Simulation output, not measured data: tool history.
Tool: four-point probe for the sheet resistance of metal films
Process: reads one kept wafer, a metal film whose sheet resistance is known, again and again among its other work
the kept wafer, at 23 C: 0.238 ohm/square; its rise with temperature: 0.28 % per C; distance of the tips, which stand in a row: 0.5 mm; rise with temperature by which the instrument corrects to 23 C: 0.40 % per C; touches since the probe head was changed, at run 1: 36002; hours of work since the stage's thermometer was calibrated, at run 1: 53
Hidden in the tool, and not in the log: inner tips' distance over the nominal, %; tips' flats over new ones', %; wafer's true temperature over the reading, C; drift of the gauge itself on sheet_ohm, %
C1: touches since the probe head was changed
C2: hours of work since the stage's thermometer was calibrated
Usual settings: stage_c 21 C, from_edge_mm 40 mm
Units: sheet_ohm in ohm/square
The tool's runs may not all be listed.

run 1 hour=0.0 | stage_c=21 from_edge_mm=40 | C1=36002 C2=53 | sheet_ohm=0.237818
run 2 hour=15.3 | stage_c=21 from_edge_mm=40 | C1=36414 C2=64 | sheet_ohm=0.237824
run 3 hour=49.6 | stage_c=21 from_edge_mm=40 | C1=37338 C2=89 | sheet_ohm=0.237701
run 4 hour=86.5 | stage_c=21 from_edge_mm=40 | C1=38332 C2=116 | sheet_ohm=0.237803
run 5 hour=107.9 | stage_c=21 from_edge_mm=40 | C1=38909 C2=132 | sheet_ohm=0.237804
run 6 hour=129.7 | stage_c=20 from_edge_mm=40 | C1=39495 C2=148 | sheet_ohm=0.238091
run 7 hour=162.1 | stage_c=20 from_edge_mm=40 | C1=40367 C2=171 | sheet_ohm=0.238121
run 8 hour=178.4 | stage_c=20 from_edge_mm=40 | C1=40808 C2=183 | sheet_ohm=0.238090
run 9 hour=210.2 | stage_c=20 from_edge_mm=40 | C1=41666 C2=206 | sheet_ohm=0.238036
run 10 hour=235.0 | stage_c=20 from_edge_mm=59 | C1=42334 C2=224 | sheet_ohm=0.237984
run 11 hour=271.6 | stage_c=20 from_edge_mm=59 | C1=43319 C2=251 | sheet_ohm=0.238103
run 12 hour=301.1 | stage_c=20 from_edge_mm=59 | C1=44112 C2=272 | sheet_ohm=0.237993
run 13 hour=317.5 | stage_c=20 from_edge_mm=59 | C1=44556 C2=284 | sheet_ohm=0.238074
run 14 hour=345.5 | stage_c=20 from_edge_mm=59 | C1=45309 C2=305 | sheet_ohm=0.237957
run 15 hour=374.3 | stage_c=20 from_edge_mm=51 | C1=46086 C2=326 | sheet_ohm=0.237949
run 16 hour=411.8 | stage_c=20 from_edge_mm=51 | C1=47095 C2=353 | sheet_ohm=0.237991
run 17 hour=436.8 | stage_c=21 from_edge_mm=6 | C1=47769 C2=371 | sheet_ohm=0.238527
run 18 hour=458.1 | stage_c=18 from_edge_mm=40 | C1=48342 C2=387 | sheet_ohm=0.238581
run 19 hour=479.4 | stage_c=18 from_edge_mm=40 | C1=48918 C2=402 | sheet_ohm=0.238665
run 20 hour=494.8 | stage_c=18 from_edge_mm=40 | C1=49331 C2=414 | sheet_ohm=0.238568
run 21 hour=524.5 | stage_c=18 from_edge_mm=40 | C1=50132 C2=435 | sheet_ohm=0.238612
run 22 hour=550.4 | stage_c=18 from_edge_mm=40 | C1=50829 C2=454 | sheet_ohm=0.238625
run 23 hour=586.6 | stage_c=32 from_edge_mm=4 | C1=51807 C2=481 | sheet_ohm=0.236398
-- hour=590.2 stage's thermometer calibrated
run 24 hour=613.5 | stage_c=32 from_edge_mm=4 | C1=52516 C2=17 | sheet_ohm=0.236442
run 25 hour=648.3 | stage_c=32 from_edge_mm=4 | C1=53454 C2=42 | sheet_ohm=0.236442
run 26 hour=685.3 | stage_c=28 from_edge_mm=36 | C1=54450 C2=69 | sheet_ohm=0.235579
run 27 hour=718.1 | stage_c=18 from_edge_mm=7 | C1=55335 C2=93 | sheet_ohm=0.239156
run 28 hour=752.6 | stage_c=18 from_edge_mm=7 | C1=56265 C2=118 | sheet_ohm=0.239298
run 29 hour=787.4 | stage_c=22 from_edge_mm=25 | C1=57201 C2=144 | sheet_ohm=0.237325
-- hour=792.4 stage's thermometer calibrated, once more
run 30 hour=825.1 | stage_c=24 from_edge_mm=3 | C1=58205 C2=24 | sheet_ohm=0.240174
run 31 hour=853.3 | stage_c=19 from_edge_mm=49 | C1=58963 C2=44 | sheet_ohm=0.238077
run 32 hour=877.0 | stage_c=22 from_edge_mm=7 | C1=59602 C2=62 | sheet_ohm=0.237801
run 33 hour=908.1 | stage_c=22 from_edge_mm=7 | C1=60441 C2=84 | sheet_ohm=0.237864
run 34 hour=924.3 | stage_c=22 from_edge_mm=25 | C1=60876 C2=96 | sheet_ohm=0.237276
run 35 hour=944.4 | stage_c=30 from_edge_mm=22 | C1=61418 C2=111 | sheet_ohm=0.234881
run 36 hour=962.6 | stage_c=29 from_edge_mm=6 | C1=61908 C2=124 | sheet_ohm=0.235955
run 37 hour=999.1 | stage_c=29 from_edge_mm=13 | C1=62892 C2=151 | sheet_ohm=0.235275
run 38 hour=1019.8 | stage_c=25 from_edge_mm=5 | C1=63449 C2=166 | sheet_ohm=0.237559
run 39 hour=1043.3 | stage_c=25 from_edge_mm=5 | C1=64082 C2=183 | sheet_ohm=0.237459
run 40 hour=1070.4 | stage_c=23 from_edge_mm=15 | C1=64812 C2=203 | sheet_ohm=0.236972
run 41 hour=1087.8 | stage_c=22 from_edge_mm=8 | C1=65281 C2=215 | sheet_ohm=0.237665
run 42 hour=1103.6 | stage_c=22 from_edge_mm=8 | C1=65708 C2=227 | sheet_ohm=0.237626
run 43 hour=1127.7 | stage_c=21 from_edge_mm=9 | C1=66355 C2=244 | sheet_ohm=0.237800
run 44 hour=1165.1 | stage_c=24 from_edge_mm=35 | C1=67363 C2=272 | sheet_ohm=0.236502

How the hidden state differs across the entries between the runs, from the last listed run before each to the first after it:
Between runs 23 and 24: stage's thermometer calibrated (hour 590.2)
  inner tips' distance over the nominal, %: -0.411 -> -0.415; tips' flats over new ones', %: 84 -> 85; wafer's true temperature over the reading, C: 0.13 -> 0.2
  measured less the result without the state, sheet_ohm: -0.000972 -> -0.000936 ohm/square
Between runs 29 and 30: stage's thermometer calibrated, once more (hour 792.4)
  inner tips' distance over the nominal, %: -0.443 -> -0.449; tips' flats over new ones', %: 93 -> 95; wafer's true temperature over the reading, C: 0.24 -> 0.08
  measured less the result without the state, sheet_ohm: -0.000985 -> -0.001118 ohm/square

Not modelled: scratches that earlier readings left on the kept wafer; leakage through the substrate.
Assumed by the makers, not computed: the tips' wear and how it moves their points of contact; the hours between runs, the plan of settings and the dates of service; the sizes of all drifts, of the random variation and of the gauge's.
